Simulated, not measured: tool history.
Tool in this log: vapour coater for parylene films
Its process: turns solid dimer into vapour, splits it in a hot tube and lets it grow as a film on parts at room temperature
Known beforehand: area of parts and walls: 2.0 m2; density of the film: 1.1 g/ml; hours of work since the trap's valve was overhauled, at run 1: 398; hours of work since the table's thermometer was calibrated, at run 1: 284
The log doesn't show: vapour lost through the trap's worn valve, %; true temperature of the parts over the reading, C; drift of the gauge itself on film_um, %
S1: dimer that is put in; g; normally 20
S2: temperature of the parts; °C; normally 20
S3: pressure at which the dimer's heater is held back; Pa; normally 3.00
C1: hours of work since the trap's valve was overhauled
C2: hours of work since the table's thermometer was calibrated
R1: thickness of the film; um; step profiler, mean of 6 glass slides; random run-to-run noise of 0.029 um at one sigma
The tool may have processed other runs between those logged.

run   hour  S1  S2    S3   C1   C2    R1
  1    0.0  20  20  3.00  398  284  6.87
  2   11.7  20  20  3.00  407  293  6.84
  3   27.3  20  20  3.00  420  306  6.86
  4   39.5  20  20  4.40  430  316  6.29
  5   64.7  20  20  4.40  450  336  6.35
  6   90.0  20  20  4.40  470  356  6.26
  7  105.9  20  20  4.40  483  369  6.29
  8  126.9  20  20  4.40  500  386  6.31
  9  152.5  20  20  4.40  521  407  6.24
 10  181.3  20  20  3.00  544  430  6.84
 11  197.1  20  20  3.00  557  442  6.87
 12  216.8  20  20  3.00  572  458  6.89
     226.4  -- trap's valve overhauled
 13  240.0  23  28  3.00   11  474  5.41
 14  267.6  23  28  3.00   33  496  5.40
 15  289.1  20  14  3.00   50  513  8.89
 16  312.7  20  17  3.89   69  532  7.48
 17  328.5  20  22  2.93   82  545  6.26
 18  344.0  20  22  3.00   95  557  6.24
 19  357.8  20  22  3.00  106  569  6.25
 20  383.7  15  20  2.03  127  589  5.63
 21  400.5  15  20  2.03  140  603  5.62

Predict each of these 3 candidate next runs independently; none follows another, all start after run 21:
  A  419.5  19  20  9.87  155  618   ?
  B  419.5  11  15  3.47  155  618   ?
  C  419.5  15  20  5.34  155  618   ?

run    R1
  A  4.98
  B  4.63
  C  4.50
Take away the tool's hidden state, keep each run's random variation, and the runs would have read:
run    R1
  A  4.98
  B  4.64
  C  4.50
